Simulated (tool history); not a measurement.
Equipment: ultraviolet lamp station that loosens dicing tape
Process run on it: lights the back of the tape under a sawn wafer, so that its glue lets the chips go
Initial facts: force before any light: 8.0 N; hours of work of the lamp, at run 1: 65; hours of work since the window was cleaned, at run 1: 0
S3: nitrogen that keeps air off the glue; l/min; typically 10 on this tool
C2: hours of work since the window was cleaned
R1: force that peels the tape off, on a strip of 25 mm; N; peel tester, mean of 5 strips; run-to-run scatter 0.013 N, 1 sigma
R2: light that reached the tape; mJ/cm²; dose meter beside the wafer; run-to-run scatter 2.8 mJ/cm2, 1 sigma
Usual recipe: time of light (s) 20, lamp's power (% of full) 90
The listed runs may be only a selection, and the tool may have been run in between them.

{"run": 1, "hour": 0.0, "time of light (s)": 20, "lamp's power (% of full)": 90, "S3": 10, "hours of work of the lamp": 65, "C2": 0, "R1": 0.652, "R2": 391}
{"run": 2, "hour": 61.2, "time of light (s)": 20, "lamp's power (% of full)": 90, "S3": 19, "hours of work of the lamp": 90, "C2": 25, "R1": 0.484, "R2": 383}
{"run": 3, "hour": 114.6, "time of light (s)": 28, "lamp's power (% of full)": 90, "S3": 19, "hours of work of the lamp": 112, "C2": 47, "R1": 0.298, "R2": 527}
{"run": 4, "hour": 166.5, "time of light (s)": 28, "lamp's power (% of full)": 90, "S3": 19, "hours of work of the lamp": 133, "C2": 68, "R1": 0.3, "R2": 519}
{"run": 5, "hour": 202.9, "time of light (s)": 28, "lamp's power (% of full)": 90, "S3": 19, "hours of work of the lamp": 148, "C2": 83, "R1": 0.278, "R2": 518}
{"run": 6, "hour": 265.5, "time of light (s)": 28, "lamp's power (% of full)": 90, "S3": 19, "hours of work of the lamp": 173, "C2": 109, "R1": 0.297, "R2": 513}
{"run": 7, "hour": 345.4, "time of light (s)": 12, "lamp's power (% of full)": 90, "S3": 10, "hours of work of the lamp": 206, "C2": 141, "R1": 1.748, "R2": 212}
{"run": 8, "hour": 406.4, "time of light (s)": 20, "lamp's power (% of full)": 90, "S3": 10, "hours of work of the lamp": 231, "C2": 166, "R1": 0.808, "R2": 345}
{"run": 9, "hour": 462.7, "time of light (s)": 20, "lamp's power (% of full)": 90, "S3": 10, "hours of work of the lamp": 254, "C2": 189, "R1": 0.798, "R2": 340}
{"run": 10, "hour": 500.7, "time of light (s)": 20, "lamp's power (% of full)": 74, "S3": 10, "hours of work of the lamp": 270, "C2": 205, "R1": 1.19, "R2": 285}
{"run": 11, "hour": 565.9, "time of light (s)": 20, "lamp's power (% of full)": 74, "S3": 10, "hours of work of the lamp": 296, "C2": 232, "R1": 1.233, "R2": 279}
{"run": 12, "hour": 602.4, "time of light (s)": 20, "lamp's power (% of full)": 74, "S3": 10, "hours of work of the lamp": 311, "C2": 247, "R1": 1.227, "R2": 271}
{"run": 13, "hour": 655.1, "time of light (s)": 20, "lamp's power (% of full)": 78, "S3": 10, "hours of work of the lamp": 333, "C2": 268, "R1": 1.192, "R2": 285}
{"run": 14, "hour": 720.6, "time of light (s)": 20, "lamp's power (% of full)": 96, "S3": 10, "hours of work of the lamp": 360, "C2": 295, "R1": 0.843, "R2": 346}
{"run": 15, "hour": 796.8, "time of light (s)": 20, "lamp's power (% of full)": 90, "S3": 14, "hours of work of the lamp": 391, "C2": 326, "R1": 0.817, "R2": 319}
{"run": 16, "hour": 830.4, "time of light (s)": 20, "lamp's power (% of full)": 90, "S3": 10, "hours of work of the lamp": 405, "C2": 340, "R1": 1.008, "R2": 315}
{"run": 17, "hour": 889.0, "time of light (s)": 20, "lamp's power (% of full)": 90, "S3": 10, "hours of work of the lamp": 429, "C2": 364, "R1": 0.994, "R2": 304}
{"run": 18, "hour": 962.5, "time of light (s)": 20, "lamp's power (% of full)": 70, "S3": 10, "hours of work of the lamp": 459, "C2": 394, "R1": 1.578, "R2": 232}
{"run": 19, "hour": 1016.5, "time of light (s)": 36, "lamp's power (% of full)": 70, "S3": 10, "hours of work of the lamp": 481, "C2": 416, "R1": 0.567, "R2": 417}
{"run": 20, "hour": 1050.0, "time of light (s)": 20, "lamp's power (% of full)": 86, "S3": 10, "hours of work of the lamp": 495, "C2": 430, "R1": 1.194, "R2": 281}
{"hour": 1120.9, "done": "window cleaned of glue's vapour"}
{"run": 21, "hour": 1120.9, "time of light (s)": 20, "lamp's power (% of full)": 90, "S3": 10, "hours of work of the lamp": 523, "C2": 0, "R1": 0.845, "R2": 348}
{"run": 22, "hour": 1167.2, "time of light (s)": 22, "lamp's power (% of full)": 90, "S3": 7, "hours of work of the lamp": 542, "C2": 19, "R1": 0.908, "R2": 372}
{"run": 23, "hour": 1212.7, "time of light (s)": 20, "lamp's power (% of full)": 90, "S3": 11, "hours of work of the lamp": 561, "C2": 38, "R1": 0.792, "R2": 334}
{"run": 24, "hour": 1260.3, "time of light (s)": 21, "lamp's power (% of full)": 87, "S3": 16, "hours of work of the lamp": 580, "C2": 57, "R1": 0.664, "R2": 337}
{"run": 25, "hour": 1320.6, "time of light (s)": 21, "lamp's power (% of full)": 87, "S3": 16, "hours of work of the lamp": 605, "C2": 82, "R1": 0.696, "R2": 329}
{"run": 26, "hour": 1392.3, "time of light (s)": 23, "lamp's power (% of full)": 64, "S3": 10, "hours of work of the lamp": 634, "C2": 111, "R1": 1.349, "R2": 262}
{"run": 27, "hour": 1466.4, "time of light (s)": 13, "lamp's power (% of full)": 87, "S3": 13, "hours of work of the lamp": 665, "C2": 141, "R1": 1.874, "R2": 195}
{"run": 28, "hour": 1530.5, "time of light (s)": 16, "lamp's power (% of full)": 79, "S3": 13, "hours of work of the lamp": 691, "C2": 168, "R1": 1.56, "R2": 218}
{"run": 29, "hour": 1568.2, "time of light (s)": 16, "lamp's power (% of full)": 79, "S3": 13, "hours of work of the lamp": 706, "C2": 183, "R1": 1.638, "R2": 214}
{"run": 30, "hour": 1633.7, "time of light (s)": 20, "lamp's power (% of full)": 90, "S3": 3, "hours of work of the lamp": 733, "C2": 210, "R1": 2.019, "R2": 302}
{"run": 31, "hour": 1689.0, "time of light (s)": 35, "lamp's power (% of full)": 90, "S3": 8, "hours of work of the lamp": 756, "C2": 233, "R1": 0.434, "R2": 507}
{"run": 32, "hour": 1748.0, "time of light (s)": 17, "lamp's power (% of full)": 97, "S3": 3, "hours of work of the lamp": 780, "C2": 257, "R1": 2.409, "R2": 263}
{"run": 33, "hour": 1784.7, "time of light (s)": 17, "lamp's power (% of full)": 97, "S3": 3, "hours of work of the lamp": 795, "C2": 272, "R1": 2.361, "R2": 259}
{"run": 34, "hour": 1846.0, "time of light (s)": 14, "lamp's power (% of full)": 89, "S3": 10, "hours of work of the lamp": 820, "C2": 297, "R1": 2.065, "R2": 192}
{"run": 35, "hour": 1885.0, "time of light (s)": 14, "lamp's power (% of full)": 89, "S3": 10, "hours of work of the lamp": 836, "C2": 313, "R1": 2.162, "R2": 193}
{"run": 36, "hour": 1956.9, "time of light (s)": 14, "lamp's power (% of full)": 89, "S3": 10, "hours of work of the lamp": 866, "C2": 342, "R1": 2.136, "R2": 192}
{"run": 37, "hour": 1994.0, "time of light (s)": 10, "lamp's power (% of full)": 75, "S3": 17, "hours of work of the lamp": 881, "C2": 357, "R1": 3.185, "R2": 114}
{"run": 38, "hour": 2066.3, "time of light (s)": 18, "lamp's power (% of full)": 62, "S3": 17, "hours of work of the lamp": 910, "C2": 387, "R1": 2.126, "R2": 164}
{"run": 39, "hour": 2124.0, "time of light (s)": 18, "lamp's power (% of full)": 62, "S3": 17, "hours of work of the lamp": 934, "C2": 411, "R1": 2.142, "R2": 164}
{"run": 40, "hour": 2159.1, "time of light (s)": 11, "lamp's power (% of full)": 67, "S3": 19, "hours of work of the lamp": 948, "C2": 425, "R1": 3.35, "R2": 107}
{"run": 41, "hour": 2228.8, "time of light (s)": 11, "lamp's power (% of full)": 67, "S3": 19, "hours of work of the lamp": 977, "C2": 453, "R1": 3.388, "R2": 104}
{"hour": 2236.9, "done": "window cleaned of glue's vapour"}
{"run": 42, "hour": 2273.7, "time of light (s)": 11, "lamp's power (% of full)": 69, "S3": 10, "hours of work of the lamp": 995, "C2": 15, "R1": 3.361, "R2": 124}

4 ways to go on from here, each from the tool as it stands after run 42. What would each give?
{"run": "A", "hour": 2341.3, "time of light (s)": 20, "lamp's power (% of full)": 90, "S3": 3, "hours of work of the lamp": 1023, "C2": 43, "R1": "?", "R2": "?"}
{"run": "B", "hour": 2341.3, "time of light (s)": 15, "lamp's power (% of full)": 65, "S3": 4, "hours of work of the lamp": 1023, "C2": 43, "R1": "?", "R2": "?"}
{"run": "C", "hour": 2341.3, "time of light (s)": 11, "lamp's power (% of full)": 62, "S3": 10, "hours of work of the lamp": 1023, "C2": 43, "R1": "?", "R2": "?"}
{"run": "D", "hour": 2341.3, "time of light (s)": 14, "lamp's power (% of full)": 65, "S3": 20, "hours of work of the lamp": 1023, "C2": 43, "R1": "?", "R2": "?"}

run=A R1=2.157 R2=281
run=B R1=3.580 R2=159
run=C R1=3.794 R2=111
run=D R1=2.382 R2=143
The same runs, with their run-to-run variation unchanged, on a tool lacking any hidden condition would have given:
run=A R1=1.303 R2=399
run=B R1=2.596 R2=223
run=C R1=2.784 R2=155
run=D R1=1.485 R2=203
